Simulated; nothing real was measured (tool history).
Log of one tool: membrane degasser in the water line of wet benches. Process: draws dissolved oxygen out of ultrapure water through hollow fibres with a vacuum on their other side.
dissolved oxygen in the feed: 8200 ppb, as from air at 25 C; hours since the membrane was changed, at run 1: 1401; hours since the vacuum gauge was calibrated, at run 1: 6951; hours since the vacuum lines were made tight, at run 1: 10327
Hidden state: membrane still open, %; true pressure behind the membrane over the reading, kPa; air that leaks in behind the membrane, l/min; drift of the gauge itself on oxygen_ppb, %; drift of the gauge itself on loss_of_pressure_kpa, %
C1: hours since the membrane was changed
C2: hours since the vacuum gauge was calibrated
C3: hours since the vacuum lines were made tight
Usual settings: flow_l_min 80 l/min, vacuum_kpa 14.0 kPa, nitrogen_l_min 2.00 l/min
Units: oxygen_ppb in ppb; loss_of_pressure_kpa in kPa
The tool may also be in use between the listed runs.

Run 1, hour 0.0: usual settings; C1 1401; C2 6951; C3 10327. Result: oxygen_ppb 811.2 ppb, loss_of_pressure_kpa 47.63 kPa.
Run 2, hour 73.4: usual settings; C1 1474; C2 7025; C3 10400. Result: oxygen_ppb 808.0 ppb, loss_of_pressure_kpa 47.40 kPa.
Run 3, hour 165.9: usual settings; C1 1567; C2 7117; C3 10493. Result: oxygen_ppb 808.0 ppb, loss_of_pressure_kpa 47.78 kPa.
Run 4, hour 254.1: usual settings; C1 1655; C2 7205; C3 10581. Result: oxygen_ppb 805.6 ppb, loss_of_pressure_kpa 47.20 kPa.
Run 5, hour 336.0: usual settings; C1 1737; C2 7287; C3 10663. Result: oxygen_ppb 805.5 ppb, loss_of_pressure_kpa 46.92 kPa.
Run 6, hour 408.7: usual settings; C1 1809; C2 7360; C3 10736. Result: oxygen_ppb 803.8 ppb, loss_of_pressure_kpa 47.59 kPa.
Run 7, hour 515.6: usual settings but flow_l_min 115 l/min; C1 1916; C2 7467; C3 10842. Result: oxygen_ppb 1074.9 ppb, loss_of_pressure_kpa 68.22 kPa.
Run 8, hour 612.7: usual settings; C1 2013; C2 7564; C3 10939. Result: oxygen_ppb 803.9 ppb, loss_of_pressure_kpa 47.24 kPa.
Run 9, hour 697.6: usual settings but flow_l_min 58 l/min; C1 2098; C2 7649; C3 11024. Result: oxygen_ppb 619.1 ppb, loss_of_pressure_kpa 34.21 kPa.
Run 10, hour 815.5: usual settings but nitrogen_l_min 1.73 l/min; C1 2216; C2 7767; C3 11142. Result: oxygen_ppb 889.3 ppb, loss_of_pressure_kpa 47.57 kPa.
Run 11, hour 920.6: usual settings but nitrogen_l_min 5.14 l/min; C1 2321; C2 7872; C3 11247. Result: oxygen_ppb 377.4 ppb, loss_of_pressure_kpa 47.51 kPa.
Run 12, hour 1056.1: usual settings but vacuum_kpa 21.5 kPa; C1 2457; C2 8007; C3 11383. Result: oxygen_ppb 1270.7 ppb, loss_of_pressure_kpa 47.29 kPa.
Run 13, hour 1116.9: usual settings but flow_l_min 68 l/min, vacuum_kpa 21.5 kPa, nitrogen_l_min 2.85 l/min; C1 2518; C2 8068; C3 11444. Result: oxygen_ppb 858.4 ppb, loss_of_pressure_kpa 40.34 kPa.
At hour 1215.0: gauge calibrated.
Run 14, hour 1236.4: usual settings but flow_l_min 108 l/min, nitrogen_l_min 1.47 l/min; C1 2637; C2 8188; C3 11563. Result: oxygen_ppb 1253.2 ppb, loss_of_pressure_kpa 63.60 kPa.
Run 15, hour 1382.7: usual settings but flow_l_min 108 l/min, nitrogen_l_min 1.47 l/min; C1 2783; C2 8334; C3 11710. Result: oxygen_ppb 1248.1 ppb, loss_of_pressure_kpa 64.47 kPa.
Run 16, hour 1444.9: usual settings but flow_l_min 56 l/min, vacuum_kpa 26.9 kPa, nitrogen_l_min 5.98 l/min; C1 2846; C2 8396; C3 11772. Result: oxygen_ppb 497.0 ppb, loss_of_pressure_kpa 32.90 kPa.
Run 17, hour 1557.0: usual settings but flow_l_min 74 l/min, vacuum_kpa 11.5 kPa; C1 2958; C2 8508; C3 11884. Result: oxygen_ppb 595.3 ppb, loss_of_pressure_kpa 44.11 kPa.
Run 18, hour 1696.0: usual settings but flow_l_min 83 l/min, vacuum_kpa 11.5 kPa; C1 3097; C2 8647; C3 12023. Result: oxygen_ppb 653.4 ppb, loss_of_pressure_kpa 49.16 kPa.
At hour 1759.4: vacuum gauge calibrated.
Run 19, hour 1795.6: usual settings but flow_l_min 68 l/min, vacuum_kpa 11.5 kPa; C1 3196; C2 36; C3 12122. Result: oxygen_ppb 552.7 ppb, loss_of_pressure_kpa 40.44 kPa.
Run 20, hour 1900.3: usual settings but nitrogen_l_min 1.74 l/min; C1 3301; C2 141; C3 12227. Result: oxygen_ppb 888.5 ppb, loss_of_pressure_kpa 47.47 kPa.
Run 21, hour 2006.4: usual settings but flow_l_min 61 l/min, vacuum_kpa 19.5 kPa; C1 3407; C2 247; C3 12333. Result: oxygen_ppb 938.6 ppb, loss_of_pressure_kpa 36.13 kPa.
Run 22, hour 2115.2: usual settings but flow_l_min 89 l/min; C1 3515; C2 356; C3 12441. Result: oxygen_ppb 871.8 ppb, loss_of_pressure_kpa 52.50 kPa.
Run 23, hour 2220.2: usual settings but vacuum_kpa 9.2 kPa, nitrogen_l_min 4.51 l/min; C1 3620; C2 461; C3 12547. Result: oxygen_ppb 244.7 ppb, loss_of_pressure_kpa 47.22 kPa.

3 ways to go on from here, each from the tool as it stands after run 23. What would each give?
Run A, hour 2292.7: usual settings but vacuum_kpa 9.2 kPa, nitrogen_l_min 4.27 l/min; C1 3693; C2 533; C3 12619. Result: oxygen_ppb ?, loss_of_pressure_kpa ?.
Run B, hour 2292.7: usual settings but flow_l_min 62 l/min, vacuum_kpa 14.2 kPa; C1 3693; C2 533; C3 12619. Result: oxygen_ppb ?, loss_of_pressure_kpa ?.
Run C, hour 2292.7: usual settings but flow_l_min 52 l/min, vacuum_kpa 27.7 kPa, nitrogen_l_min 4.66 l/min; C1 3693; C2 533; C3 12619. Result: oxygen_ppb ?, loss_of_pressure_kpa ?.

run  oxygen_ppb  loss_of_pressure_kpa
  A       255.8                 47.15
  B       660.9                 36.59
  C       591.9                 30.68
Without the tool's hidden state the same runs would have given:
run  oxygen_ppb  loss_of_pressure_kpa
  A       259.5                 47.14
  B       670.5                 36.58
  C       600.4                 30.68
